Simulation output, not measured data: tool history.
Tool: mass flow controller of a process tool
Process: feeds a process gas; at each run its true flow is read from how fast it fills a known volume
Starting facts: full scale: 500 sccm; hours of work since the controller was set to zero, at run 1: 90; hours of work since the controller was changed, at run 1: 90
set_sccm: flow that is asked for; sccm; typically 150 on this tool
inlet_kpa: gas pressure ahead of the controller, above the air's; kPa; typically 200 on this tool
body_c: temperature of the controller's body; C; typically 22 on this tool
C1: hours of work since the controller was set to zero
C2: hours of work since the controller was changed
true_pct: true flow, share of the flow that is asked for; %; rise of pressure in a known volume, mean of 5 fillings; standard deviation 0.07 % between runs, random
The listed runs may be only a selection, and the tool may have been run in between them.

Run 1, hour 0: usual settings; C1 90; C2 90. Result: true_pct 97.38 %.
Run 2, hour 113.4: usual settings but body_c 27 C; C1 150; C2 150. Result: true_pct 97.8 %.
Run 3, hour 203.2: usual settings but inlet_kpa 165 kPa, body_c 27 C; C1 197; C2 197. Result: true_pct 97.72 %.
Run 4, hour 269.2: usual settings but inlet_kpa 165 kPa, body_c 27 C; C1 232; C2 232. Result: true_pct 97.44 %.
Run 5, hour 362.8: usual settings but inlet_kpa 162 kPa, body_c 27 C; C1 281; C2 281. Result: true_pct 97.51 %.
Run 6, hour 435.1: usual settings but inlet_kpa 162 kPa, body_c 27 C; C1 319; C2 319. Result: true_pct 97.66 %.
Run 7, hour 538.8: usual settings but inlet_kpa 162 kPa, body_c 27 C; C1 374; C2 374. Result: true_pct 97.54 %.
Run 8, hour 659.1: usual settings but inlet_kpa 162 kPa, body_c 27 C; C1 437; C2 437. Result: true_pct 97.65 %.
At hour 671.5: controller's zero set anew.
Run 9, hour 728.9: usual settings but set_sccm 287 sccm, inlet_kpa 142 kPa, body_c 38 C; C1 30; C2 474. Result: true_pct 99.31 %.
Run 10, hour 879.7: usual settings but set_sccm 216 sccm, inlet_kpa 264 kPa, body_c 35 C; C1 110; C2 553. Result: true_pct 98.87 %.
Run 11, hour 1021.7: usual settings but set_sccm 216 sccm, inlet_kpa 264 kPa, body_c 35 C; C1 185; C2 628. Result: true_pct 99.08 %.
At hour 1049.7: controller's zero set anew, once more.
Run 12, hour 1118.3: usual settings but set_sccm 92 sccm, inlet_kpa 154 kPa, body_c 38 C; C1 36; C2 679. Result: true_pct 98.34 %.

The next listed run, before its measurement:
Run 13, hour 1269.7: usual settings but set_sccm 407 sccm, body_c 31 C; C1 116; C2 759. Result: true_pct ?.

true_pct: 100 %
Were there no unlogged condition in the tool, this run, its random variation unchanged, would have produced true_pct 99.83 %.

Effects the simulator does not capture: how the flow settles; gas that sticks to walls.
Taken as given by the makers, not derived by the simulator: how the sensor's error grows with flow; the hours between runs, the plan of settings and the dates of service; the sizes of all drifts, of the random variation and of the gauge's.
